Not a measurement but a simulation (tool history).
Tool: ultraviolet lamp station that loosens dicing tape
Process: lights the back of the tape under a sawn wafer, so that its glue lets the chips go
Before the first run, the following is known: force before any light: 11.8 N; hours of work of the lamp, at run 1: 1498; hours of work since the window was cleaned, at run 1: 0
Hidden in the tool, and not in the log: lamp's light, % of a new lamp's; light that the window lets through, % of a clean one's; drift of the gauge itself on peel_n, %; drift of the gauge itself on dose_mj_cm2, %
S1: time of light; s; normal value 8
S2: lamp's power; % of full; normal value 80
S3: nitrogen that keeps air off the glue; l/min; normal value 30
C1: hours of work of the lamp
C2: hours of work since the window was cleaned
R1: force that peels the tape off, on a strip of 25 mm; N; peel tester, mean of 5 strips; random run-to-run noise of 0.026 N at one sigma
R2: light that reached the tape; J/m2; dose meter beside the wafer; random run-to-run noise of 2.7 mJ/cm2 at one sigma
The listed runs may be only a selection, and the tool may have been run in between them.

run    hour  S1  S2  S3    C1   C2     R1    R2
  1       0   8  80  30  1498    0  2.264  2660
  2    93.2   8  80  30  1567   69  2.341  2590
  3     159   8  80  30  1616  118  2.446  2600
  4   249.6   8  88  30  1683  185  2.096  2780
      319.1  -- lamp changed
  5   319.1   8  88  30     0  236  1.118  3960
  6   368.1   8  88  30    36  272  1.147  3900
  7   442.3   8  80  13    91  327  2.377  3500
  8   506.8   8  80  13   139  375  2.502  3470
  9   555.8   8  80  13   175  411  2.458  3430
 10   628.8   8  80  13   230  465  2.578  3430
 11   687.8   8  80  13   273  509  2.699  3360
 12   731.1  14  80  30   305  541  0.466  5760
 13   807.3   8  80  30   362  598  1.653  3270
      870.7  -- window cleaned of glue's vapour
 14   877.4   8  80  30   413    5  1.598  3310
 15   928.5   8  80  30   451   43  1.522  3340
 16  1000.5   8  80  30   505   96  1.645  3280
 17  1064.9   8  80  30   552  144  1.673  3270
 18  1121.1   8  80  30   594  186  1.613  3190
 19    1170   8  80  30   630  222  1.727  3150
 20  1252.3   8  80  30   691  283  1.773  3130
 21  1313.9   8  80  30   737  328  1.859  3030
 22    1396   8  89  30   798  389  1.528  3350
 23  1470.8   8  80  10   853  445  3.625  2920
 24    1555   9  65  30   916  507  2.447  2650
 25  1641.5   9  65  30   980  571  2.358  2570
 26  1690.9   8  80  20  1016  608  2.716  2790
     1736.8  -- window cleaned of glue's vapour
 27  1743.1   8  80  20  1055    5  2.515  2920
 28    1790   8  78  20  1089   39  2.708  2870
 29  1838.2  13  78  38  1125   75  0.693  4510
 30  1910.8   8  71  30  1179  129  2.496  2520
 31  1978.3   8  98  16  1229  179   2.32  3400
 32  2066.4   8  76  11  1294  244  4.061  2540
 33    2104   5  79  46  1322  272  3.594  1670
 34  2165.5   5  79  30  1368  318  4.214  1610
 35  2255.7   8  91  30  1434  384  1.988  2910
 36  2343.7   9  69  35  1500  450  2.398  2380
 37  2396.9   5  74  11  1539  489  6.463  1410
 38  2463.6   6  80  12  1589  539  5.333  1840
 39  2512.2   5  63  19  1624  575  6.451  1170
 40  2596.2   5  68  40  1687  637  4.951  1270
     2605.1  -- window cleaned of glue's vapour
     2663.2  -- lamp changed
 41  2682.8   5  68  40    15   57  3.091  1920
 42  2729.1   9  98  14    49   91  1.227  4980
 43  2785.7   9  98  14    91  133   1.31  4890
 44  2863.1   9  98  14   148  190  1.284  4830

Predict each of these 3 candidate next runs independently; none follows another, all start after run 44:
  A  2942.6   5  80  30  207  249   ?   ?
  B  2942.6   8  80  30  207  249   ?   ?
  C  2942.6   8  87  30  207  249   ?   ?

run     R1    R2
  A  3.086  2120
  B  1.447  3470
  C  1.222  3770
Without the tool's hidden state the same runs would have given:
run     R1    R2
  A  2.785  2290
  B  1.242  3740
  C   1.04  4070
